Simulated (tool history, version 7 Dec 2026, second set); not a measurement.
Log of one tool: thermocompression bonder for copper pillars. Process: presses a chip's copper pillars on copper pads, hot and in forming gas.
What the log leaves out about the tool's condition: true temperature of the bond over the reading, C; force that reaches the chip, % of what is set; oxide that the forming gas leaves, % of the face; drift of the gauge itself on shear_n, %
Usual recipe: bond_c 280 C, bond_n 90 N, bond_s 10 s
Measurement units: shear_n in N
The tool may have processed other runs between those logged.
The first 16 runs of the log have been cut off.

| run | hour | bond_c | bond_n | bond_s | hours of work since the heater was calibrated | hours of work since the force cell was calibrated | hours of work since the gas filter was changed | shear_n |
|---|---|---|---|---|---|---|---|---|
| 17 | 191.7 | 280 | 56 | 10 | 573 | 306 | 132 | 28.8 |
| 18 | 204.6 | 280 | 56 | 10 | 581 | 315 | 141 | 28.6 |
| 19 | 214.1 | 280 | 56 | 10 | 588 | 321 | 147 | 28.7 |
| 20 | 223.9 | 280 | 56 | 10 | 594 | 327 | 153 | 28.5 |
| 21 | 238.6 | 272 | 61 | 10 | 603 | 337 | 163 | 26.4 |
| 22 | 250.1 | 272 | 61 | 10 | 611 | 344 | 170 | 26.5 |
| 23 | 264.5 | 304 | 90 | 30 | 620 | 353 | 179 | 66.8 |
| 24 | 272.5 | 280 | 94 | 10 | 625 | 359 | 184 | 38.3 |
| 25 | 282.3 | 292 | 90 | 16 | 632 | 365 | 191 | 50.9 |
| 26 | 296.4 | 292 | 90 | 16 | 641 | 374 | 200 | 51 |
| 27 | 307.8 | 291 | 90 | 21 | 648 | 381 | 207 | 54.6 |
| 28 | 318.3 | 291 | 90 | 21 | 655 | 388 | 214 | 54.2 |
| 29 | 334.6 | 297 | 90 | 8 | 665 | 399 | 225 | 43.2 |
| 30 | 345.9 | 297 | 90 | 8 | 673 | 406 | 232 | 42.7 |
| 31 | 358.4 | 297 | 90 | 8 | 681 | 414 | 240 | 43.2 |
| 32 | 366.8 | 291 | 83 | 27 | 686 | 420 | 245 | 56.6 |
| 33 | 375 | 291 | 83 | 27 | 692 | 425 | 251 | 56.3 |
| 34 | 384.8 | 291 | 83 | 27 | 698 | 431 | 257 | 56.1 |
| 35 | 392.8 | 271 | 61 | 5 | 703 | 436 | 262 | 19.4 |
| 36 | 406.3 | 271 | 61 | 5 | 712 | 445 | 271 | 19.2 |
| 37 | 419.4 | 298 | 61 | 21 | 720 | 454 | 280 | 49.2 |
| 38 | 435 | 262 | 82 | 10 | 730 | 464 | 290 | 26.6 |
| 39 | 449.8 | 262 | 133 | 8 | 740 | 473 | 299 | 32.4 |

Here are 4 independent what-if runs from the current tool condition. What would each one return?
| A | 465.1 | 250 | 90 | 9 | 750 | 483 | 309 | ? |
| B | 465.1 | 251 | 90 | 10 | 750 | 483 | 309 | ? |
| C | 465.1 | 252 | 94 | 13 | 750 | 483 | 309 | ? |
| D | 465.1 | 280 | 64 | 27 | 750 | 483 | 309 | ? |

| run | shear_n |
|---|---|
| A | 21.8 |
| B | 23.1 |
| C | 26.9 |
| D | 43.8 |
What these runs would have given with no unlogged condition in the tool:
| run | shear_n |
|---|---|
| A | 22.1 |
| B | 23.4 |
| C | 27.2 |
| D | 44.7 |
